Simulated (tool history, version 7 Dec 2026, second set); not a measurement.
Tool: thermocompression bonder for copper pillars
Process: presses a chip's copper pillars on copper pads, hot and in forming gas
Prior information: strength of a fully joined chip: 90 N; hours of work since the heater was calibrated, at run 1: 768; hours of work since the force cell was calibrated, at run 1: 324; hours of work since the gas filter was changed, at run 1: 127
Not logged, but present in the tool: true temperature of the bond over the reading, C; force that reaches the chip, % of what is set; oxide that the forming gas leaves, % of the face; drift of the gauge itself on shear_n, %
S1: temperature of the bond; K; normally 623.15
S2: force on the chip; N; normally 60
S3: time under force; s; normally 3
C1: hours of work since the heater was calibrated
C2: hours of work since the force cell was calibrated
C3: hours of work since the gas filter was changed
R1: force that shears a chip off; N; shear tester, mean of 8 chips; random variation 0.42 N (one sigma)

{"run": 1, "day": 0.0, "S1": 623.15, "S2": 60, "S3": 3, "C1": 768, "C2": 324, "C3": 127, "R1": 32.7}
{"day": 0.329, "done": "forming gas filter changed"}
{"run": 2, "day": 1.396, "S1": 623.15, "S2": 60, "S3": 3, "C1": 792, "C2": 349, "C3": 19, "R1": 35.4}
{"run": 3, "day": 2.879, "S1": 623.15, "S2": 60, "S3": 3, "C1": 818, "C2": 375, "C3": 45, "R1": 33.8}
{"run": 4, "day": 4.283, "S1": 623.15, "S2": 84, "S3": 3, "C1": 843, "C2": 400, "C3": 70, "R1": 46.1}
{"run": 5, "day": 5.371, "S1": 623.15, "S2": 37, "S3": 3, "C1": 863, "C2": 419, "C3": 90, "R1": 19.1}
{"run": 6, "day": 7.175, "S1": 623.15, "S2": 37, "S3": 3, "C1": 895, "C2": 452, "C3": 122, "R1": 19.1}
{"day": 7.8, "done": "forming gas filter changed"}
{"run": 7, "day": 8.554, "S1": 623.15, "S2": 60, "S3": 3, "C1": 919, "C2": 476, "C3": 13, "R1": 33.9}
{"run": 8, "day": 9.833, "S1": 623.15, "S2": 60, "S3": 3, "C1": 942, "C2": 499, "C3": 36, "R1": 33.3}
{"run": 9, "day": 11.167, "S1": 623.15, "S2": 60, "S3": 3, "C1": 966, "C2": 522, "C3": 60, "R1": 33.0}
{"run": 10, "day": 12.479, "S1": 623.15, "S2": 60, "S3": 3, "C1": 989, "C2": 546, "C3": 83, "R1": 33.2}
{"run": 11, "day": 13.721, "S1": 623.15, "S2": 60, "S3": 3, "C1": 1011, "C2": 568, "C3": 105, "R1": 31.3}
{"day": 15.217, "done": "forming gas filter changed"}
{"run": 12, "day": 15.396, "S1": 623.15, "S2": 60, "S3": 3, "C1": 1041, "C2": 597, "C3": 3, "R1": 33.8}
{"run": 13, "day": 16.892, "S1": 623.15, "S2": 60, "S3": 3, "C1": 1067, "C2": 624, "C3": 30, "R1": 33.0}
{"run": 14, "day": 18.404, "S1": 623.15, "S2": 60, "S3": 3, "C1": 1094, "C2": 651, "C3": 57, "R1": 31.5}
{"day": 19.854, "done": "heater calibrated with a thermocouple chip"}
{"run": 15, "day": 19.962, "S1": 623.15, "S2": 60, "S3": 3, "C1": 2, "C2": 677, "C3": 83, "R1": 33.4}
{"run": 16, "day": 21.692, "S1": 623.15, "S2": 60, "S3": 3, "C1": 33, "C2": 708, "C3": 114, "R1": 33.0}
{"run": 17, "day": 22.6, "S1": 623.15, "S2": 69, "S3": 3, "C1": 49, "C2": 724, "C3": 130, "R1": 36.3}
{"day": 22.725, "done": "forming gas filter changed"}
{"run": 18, "day": 24.429, "S1": 623.15, "S2": 69, "S3": 3, "C1": 81, "C2": 756, "C3": 30, "R1": 39.3}
{"run": 19, "day": 25.479, "S1": 623.15, "S2": 69, "S3": 3, "C1": 100, "C2": 775, "C3": 49, "R1": 39.0}
{"day": 25.771, "done": "force cell calibrated"}
{"run": 20, "day": 26.638, "S1": 623.15, "S2": 69, "S3": 3, "C1": 119, "C2": 15, "C3": 69, "R1": 41.8}
{"run": 21, "day": 28.325, "S1": 623.15, "S2": 69, "S3": 3, "C1": 149, "C2": 45, "C3": 99, "R1": 40.1}
{"run": 22, "day": 29.129, "S1": 615.15, "S2": 63, "S3": 4, "C1": 164, "C2": 60, "C3": 113, "R1": 38.4}
{"day": 30.267, "done": "forming gas filter changed"}
{"run": 23, "day": 30.383, "S1": 640.15, "S2": 82, "S3": 2, "C1": 186, "C2": 82, "C3": 2, "R1": 50.8}
{"run": 24, "day": 31.583, "S1": 631.15, "S2": 57, "S3": 2, "C1": 207, "C2": 103, "C3": 23, "R1": 32.6}
{"run": 25, "day": 32.833, "S1": 633.15, "S2": 57, "S3": 3, "C1": 229, "C2": 125, "C3": 46, "R1": 37.8}
{"run": 26, "day": 34.529, "S1": 633.15, "S2": 57, "S3": 3, "C1": 260, "C2": 156, "C3": 76, "R1": 37.3}
{"run": 27, "day": 35.35, "S1": 633.15, "S2": 57, "S3": 3, "C1": 274, "C2": 170, "C3": 91, "R1": 36.9}
{"run": 28, "day": 36.321, "S1": 633.15, "S2": 57, "S3": 3, "C1": 291, "C2": 188, "C3": 108, "R1": 36.3}
{"run": 29, "day": 37.425, "S1": 633.15, "S2": 57, "S3": 3, "C1": 311, "C2": 207, "C3": 128, "R1": 35.0}
{"day": 37.738, "done": "forming gas filter changed"}
{"run": 30, "day": 39.004, "S1": 642.15, "S2": 60, "S3": 8, "C1": 339, "C2": 235, "C3": 23, "R1": 58.9}
{"run": 31, "day": 40.308, "S1": 642.15, "S2": 60, "S3": 8, "C1": 362, "C2": 258, "C3": 46, "R1": 57.7}
{"run": 32, "day": 41.542, "S1": 609.15, "S2": 44, "S3": 4, "C1": 384, "C2": 280, "C3": 68, "R1": 24.3}
{"run": 33, "day": 42.35, "S1": 623.15, "S2": 60, "S3": 2, "C1": 398, "C2": 295, "C3": 82, "R1": 30.1}
{"run": 34, "day": 43.55, "S1": 623.15, "S2": 60, "S3": 7, "C1": 420, "C2": 316, "C3": 104, "R1": 45.9}
{"run": 35, "day": 44.683, "S1": 599.15, "S2": 58, "S3": 2, "C1": 440, "C2": 336, "C3": 124, "R1": 21.0}
{"day": 45.154, "done": "forming gas filter changed"}
{"run": 36, "day": 45.542, "S1": 599.15, "S2": 58, "S3": 2, "C1": 455, "C2": 351, "C3": 7, "R1": 22.5}
{"run": 37, "day": 46.5, "S1": 599.15, "S2": 58, "S3": 2, "C1": 472, "C2": 368, "C3": 24, "R1": 22.2}

Consider 3 possible next runs. They are alternatives, not a sequence: every one starts from the tool as it was left by run 37. What does each give?
{"run": "A", "day": 48.229, "S1": 599.15, "S2": 58, "S3": 5, "C1": 503, "C2": 399, "C3": 55, "R1": "?"}
{"run": "B", "day": 48.229, "S1": 623.15, "S2": 75, "S3": 8, "C1": 503, "C2": 399, "C3": 55, "R1": "?"}
{"run": "C", "day": 48.229, "S1": 623.15, "S2": 66, "S3": 7, "C1": 503, "C2": 399, "C3": 55, "R1": "?"}

run=A R1=31.6
run=B R1=57.6
run=C R1=49.9
Without the tool's unlogged condition, the same runs would have read:
run=A R1=35.2
run=B R1=62.7
run=C R1=54.8
